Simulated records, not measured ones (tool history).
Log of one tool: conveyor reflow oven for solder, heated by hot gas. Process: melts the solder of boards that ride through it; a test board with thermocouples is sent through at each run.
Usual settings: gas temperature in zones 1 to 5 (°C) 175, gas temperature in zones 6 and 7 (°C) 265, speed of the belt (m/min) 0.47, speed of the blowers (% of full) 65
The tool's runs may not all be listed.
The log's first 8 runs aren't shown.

run,day,gas temperature in zones 1 to 5 (°C),gas temperature in zones 6 and 7 (°C),speed of the belt (m/min),speed of the blowers (% of full),highest temperature of the board (°C),time above the solder's melting point (s)
9,8.946,165,265,0.47,65,244.8,64.1
10,9.996,165,265,0.47,65,244.7,63.6
11,10.567,165,273,0.47,65,251.4,72
12,11.883,165,273,0.47,65,250.8,72.3
13,12.7,175,265,0.47,65,246.4,69.2
14,13.65,175,265,0.47,65,245.8,70.9
15,14.85,175,272,0.47,65,250.8,76.1
16,15.567,168,265,0.47,65,244.7,64.5
# day 17.083: flux residue cleaned out of gas plates and filters
17,17.133,168,279,0.47,80,260.7,84.3

The next listed run, before its measurement:
18,18.175,168,279,0.47,80,?,?

{"run 18": {"highest temperature of the board (°C)": 260.8, "time above the solder's melting point (s)": 83.5}}
Without the tool's hidden state the same run would have given highest temperature of the board (°C) 263.5, time above the solder's melting point (s) 84.2.
